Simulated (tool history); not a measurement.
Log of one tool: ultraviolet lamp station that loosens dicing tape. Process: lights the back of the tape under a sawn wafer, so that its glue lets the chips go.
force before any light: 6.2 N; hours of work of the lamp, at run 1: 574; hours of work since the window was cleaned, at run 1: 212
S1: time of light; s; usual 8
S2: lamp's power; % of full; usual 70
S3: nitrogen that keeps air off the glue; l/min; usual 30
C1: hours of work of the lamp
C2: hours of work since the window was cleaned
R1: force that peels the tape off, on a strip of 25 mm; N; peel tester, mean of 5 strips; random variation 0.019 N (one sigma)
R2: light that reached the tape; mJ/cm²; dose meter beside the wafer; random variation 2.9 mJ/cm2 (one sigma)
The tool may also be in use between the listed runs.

run,hour,S1,S2,S3,C1,C2,R1,R2
1,0.0,8,70,30,574,212,0.921,418
2,20.9,8,70,12,588,227,1.583,417
3,59.8,8,70,12,616,255,1.670,417
4,86.8,8,70,13,635,274,1.557,412
5,106.8,8,70,13,649,288,1.526,412
# hour 123.1: lamp changed
6,142.2,8,70,13,14,312,1.548,416
7,174.6,8,70,13,37,335,1.506,420
8,212.6,8,70,30,64,362,0.912,415
9,246.5,8,70,30,88,386,0.904,412
10,283.7,6,70,30,114,413,1.460,307
11,320.5,8,83,30,140,439,0.657,495
12,355.6,8,83,30,165,464,0.671,487
13,388.8,8,83,30,189,487,0.669,488
# hour 393.6: window cleaned of glue's vapour
14,418.6,8,88,18,209,18,0.878,527
15,443.0,8,88,18,227,35,0.822,525
16,460.4,10,69,59,239,47,0.372,517
17,494.6,15,65,47,263,72,0.191,730
18,525.4,15,65,36,285,94,0.235,725
19,547.0,16,70,58,301,109,0.128,832
20,574.7,8,73,14,320,129,1.349,430

4 ways to go on from here, each from the tool as it stands after run 20. What would each give?
A,593.3,8,91,41,334,142,?,?
B,593.3,16,82,30,334,142,?,?
C,593.3,8,63,14,334,142,?,?
D,593.3,13,95,28,334,142,?,?

run,R1,R2
A,0.420,541
B,0.141,968
C,1.715,379
D,0.174,921
Without the tool's hidden state the same runs would have given:
run,R1,R2
A,0.419,542
B,0.141,969
C,1.711,379
D,0.173,922
